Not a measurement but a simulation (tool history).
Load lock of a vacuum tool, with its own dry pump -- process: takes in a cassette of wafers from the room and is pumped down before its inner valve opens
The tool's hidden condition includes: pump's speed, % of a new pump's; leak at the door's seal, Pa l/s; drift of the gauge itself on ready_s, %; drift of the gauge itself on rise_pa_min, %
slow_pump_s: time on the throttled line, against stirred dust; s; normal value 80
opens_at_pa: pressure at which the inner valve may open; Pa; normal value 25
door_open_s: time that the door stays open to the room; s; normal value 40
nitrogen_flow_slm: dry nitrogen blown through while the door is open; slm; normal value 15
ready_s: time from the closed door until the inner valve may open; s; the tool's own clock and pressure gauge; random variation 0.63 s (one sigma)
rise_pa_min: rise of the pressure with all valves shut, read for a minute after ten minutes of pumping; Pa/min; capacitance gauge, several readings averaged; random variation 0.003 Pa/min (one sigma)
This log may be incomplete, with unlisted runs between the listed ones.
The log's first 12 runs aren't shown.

run	hour	slow_pump_s	opens_at_pa	door_open_s	nitrogen_flow_slm	hours that the pump has run since its overhaul	times that the door has closed on its seal	incoming humidity of the room's air, %	ready_s	rise_pa_min
13	2563.6	80	41	40	35	4464	10481	43.1	143.1	0.087
14	2759.5	71	25	40	15	4660	10771	46.9	140.5	0.090
15	2975.4	80	25	40	15	4876	11090	40.9	148.6	0.093
16	3191.0	80	27	40	15	5092	11409	47.4	148.6	0.106
17	3336.3	80	27	40	15	5237	11624	43.6	148.0	0.101
18	3533.9	80	27	40	15	5435	11917	43.9	148.6	0.108
19	3717.0	77	34	40	30	5618	12188	44.9	143.5	0.103
20	3859.0	73	24	229	24	5760	12398	46.7	144.1	0.136
21	4149.1	73	24	26	4	6050	12827	44.7	145.5	0.122
22	4435.8	73	24	26	4	6337	13251	47.4	144.9	0.133
23	4654.7	60	37	40	4	6556	13575	48.4	129.9	0.140
24	4812.6	60	25	78	7	6714	13809	45.8	135.2	0.149
25	4986.5	80	25	143	37	6887	14066	47.3	150.5	0.133
26	5177.8	112	35	147	37	7079	14349	45.8	174.4	0.140
27	5330.9	69	38	200	38	7232	14576	45.2	139.6	0.138
28	5588.5	80	45	48	15	7489	14957	45.7	147.3	0.149
29	5816.1	80	25	37	10	7717	15294	46.3	152.8	0.150
30	5938.4	80	25	37	10	7839	15475	46.4	153.5	0.158
31	6154.8	48	20	68	16	8056	15795	44.0	130.1	0.159
32	6437.8	80	25	40	28	8339	16214	47.8	153.0	0.152
33	6578.3	80	25	40	28	8479	16422	42.4	154.5	0.156
34	6816.0	80	25	40	28	8717	16773	44.9	153.5	0.162
35	7098.2	72	35	87	15	8999	17191	45.5	145.3	0.189
36	7319.4	72	35	170	12	9220	17518	41.3	145.3	0.203

4 ways to go on from here, each from the tool as it stands after run 36. What would each give?
A	7558.5	42	28	35	12	9459	17872	42.4	?	?
B	7558.5	80	30	52	27	9459	17872	47.0	?	?
C	7558.5	58	43	40	15	9459	17872	45.1	?	?
D	7558.5	80	45	38	15	9459	17872	44.5	?	?

run	ready_s	rise_pa_min
A	124.5	0.193
B	154.1	0.181
C	131.4	0.187
D	149.2	0.185
The same runs, with their run-to-run variation unchanged, on a tool lacking any hidden condition would have given:
run	ready_s	rise_pa_min
A	109.3	0.024
B	140.4	0.013
C	117.8	0.018
D	136.4	0.019
